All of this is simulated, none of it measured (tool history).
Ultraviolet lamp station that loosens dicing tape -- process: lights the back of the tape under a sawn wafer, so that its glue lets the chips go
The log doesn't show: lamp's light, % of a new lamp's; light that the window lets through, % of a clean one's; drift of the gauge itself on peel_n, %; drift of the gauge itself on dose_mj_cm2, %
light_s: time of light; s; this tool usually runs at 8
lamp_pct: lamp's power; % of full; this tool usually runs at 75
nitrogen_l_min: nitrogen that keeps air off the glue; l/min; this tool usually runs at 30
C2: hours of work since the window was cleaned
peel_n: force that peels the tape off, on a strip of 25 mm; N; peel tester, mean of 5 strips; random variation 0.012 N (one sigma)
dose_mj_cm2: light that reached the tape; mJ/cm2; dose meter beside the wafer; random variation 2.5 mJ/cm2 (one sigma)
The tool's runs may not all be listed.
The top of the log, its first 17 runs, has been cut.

run 18 hour=1059.8 | light_s=8 lamp_pct=75 nitrogen_l_min=30 | hours_of_work_of_the_lamp=450 C2=113 | peel_n=0.741 dose_mj_cm2=258
run 19 hour=1154.3 | light_s=5 lamp_pct=75 nitrogen_l_min=26 | hours_of_work_of_the_lamp=516 C2=180 | peel_n=1.988 dose_mj_cm2=160
run 20 hour=1239.3 | light_s=5 lamp_pct=75 nitrogen_l_min=26 | hours_of_work_of_the_lamp=576 C2=240 | peel_n=2.055 dose_mj_cm2=151
run 21 hour=1332.7 | light_s=14 lamp_pct=76 nitrogen_l_min=22 | hours_of_work_of_the_lamp=642 C2=306 | peel_n=0.333 dose_mj_cm2=421
run 22 hour=1373.2 | light_s=6 lamp_pct=75 nitrogen_l_min=30 | hours_of_work_of_the_lamp=670 C2=334 | peel_n=1.511 dose_mj_cm2=177
run 23 hour=1469.7 | light_s=6 lamp_pct=88 nitrogen_l_min=30 | hours_of_work_of_the_lamp=738 C2=402 | peel_n=1.265 dose_mj_cm2=196
run 24 hour=1509.8 | light_s=9 lamp_pct=88 nitrogen_l_min=30 | hours_of_work_of_the_lamp=767 C2=431 | peel_n=0.545 dose_mj_cm2=290
-- hour=1576.5 window cleaned of glue's vapour
run 25 hour=1608.0 | light_s=9 lamp_pct=88 nitrogen_l_min=30 | hours_of_work_of_the_lamp=836 C2=22 | peel_n=0.499 dose_mj_cm2=311
run 26 hour=1665.5 | light_s=7 lamp_pct=62 nitrogen_l_min=58 | hours_of_work_of_the_lamp=876 C2=63 | peel_n=1.226 dose_mj_cm2=168
run 27 hour=1705.6 | light_s=7 lamp_pct=62 nitrogen_l_min=58 | hours_of_work_of_the_lamp=904 C2=91 | peel_n=1.242 dose_mj_cm2=165
run 28 hour=1784.3 | light_s=7 lamp_pct=62 nitrogen_l_min=58 | hours_of_work_of_the_lamp=960 C2=146 | peel_n=1.380 dose_mj_cm2=164
run 29 hour=1846.0 | light_s=8 lamp_pct=86 nitrogen_l_min=30 | hours_of_work_of_the_lamp=1003 C2=190 | peel_n=0.802 dose_mj_cm2=245
run 30 hour=1935.3 | light_s=8 lamp_pct=84 nitrogen_l_min=30 | hours_of_work_of_the_lamp=1066 C2=253 | peel_n=0.864 dose_mj_cm2=237
run 31 hour=2020.7 | light_s=8 lamp_pct=77 nitrogen_l_min=32 | hours_of_work_of_the_lamp=1126 C2=313 | peel_n=1.086 dose_mj_cm2=206
run 32 hour=2063.4 | light_s=5 lamp_pct=92 nitrogen_l_min=22 | hours_of_work_of_the_lamp=1156 C2=343 | peel_n=2.130 dose_mj_cm2=156
run 33 hour=2111.8 | light_s=5 lamp_pct=85 nitrogen_l_min=22 | hours_of_work_of_the_lamp=1191 C2=377 | peel_n=2.507 dose_mj_cm2=139
run 34 hour=2165.0 | light_s=5 lamp_pct=85 nitrogen_l_min=22 | hours_of_work_of_the_lamp=1228 C2=415 | peel_n=2.593 dose_mj_cm2=137
run 35 hour=2209.5 | light_s=5 lamp_pct=75 nitrogen_l_min=40 | hours_of_work_of_the_lamp=1259 C2=446 | peel_n=2.416 dose_mj_cm2=120

Branching from run 35: 4 alternative next runs. What would each branch give?
-- hour=2259.1 window cleaned of glue's vapour
run A hour=2274.7 | light_s=5 lamp_pct=75 nitrogen_l_min=31 | hours_of_work_of_the_lamp=1305 C2=11 | peel_n=? dose_mj_cm2=?
-- hour=2259.1 window cleaned of glue's vapour
run B hour=2274.7 | light_s=15 lamp_pct=71 nitrogen_l_min=10 | hours_of_work_of_the_lamp=1305 C2=11 | peel_n=? dose_mj_cm2=?
-- hour=2259.1 window cleaned of glue's vapour
run C hour=2274.7 | light_s=15 lamp_pct=81 nitrogen_l_min=30 | hours_of_work_of_the_lamp=1305 C2=11 | peel_n=? dose_mj_cm2=?
-- hour=2259.1 window cleaned of glue's vapour
run D hour=2274.7 | light_s=5 lamp_pct=63 nitrogen_l_min=40 | hours_of_work_of_the_lamp=1305 C2=11 | peel_n=? dose_mj_cm2=?

run=A peel_n=2.440 dose_mj_cm2=128
run=B peel_n=0.809 dose_mj_cm2=363
run=C peel_n=0.276 dose_mj_cm2=410
run=D peel_n=2.667 dose_mj_cm2=104
What these runs would have given with no unlogged condition in the tool:
run=A peel_n=1.324 dose_mj_cm2=190
run=B peel_n=0.337 dose_mj_cm2=541
run=C peel_n=0.174 dose_mj_cm2=613
run=D peel_n=1.524 dose_mj_cm2=157

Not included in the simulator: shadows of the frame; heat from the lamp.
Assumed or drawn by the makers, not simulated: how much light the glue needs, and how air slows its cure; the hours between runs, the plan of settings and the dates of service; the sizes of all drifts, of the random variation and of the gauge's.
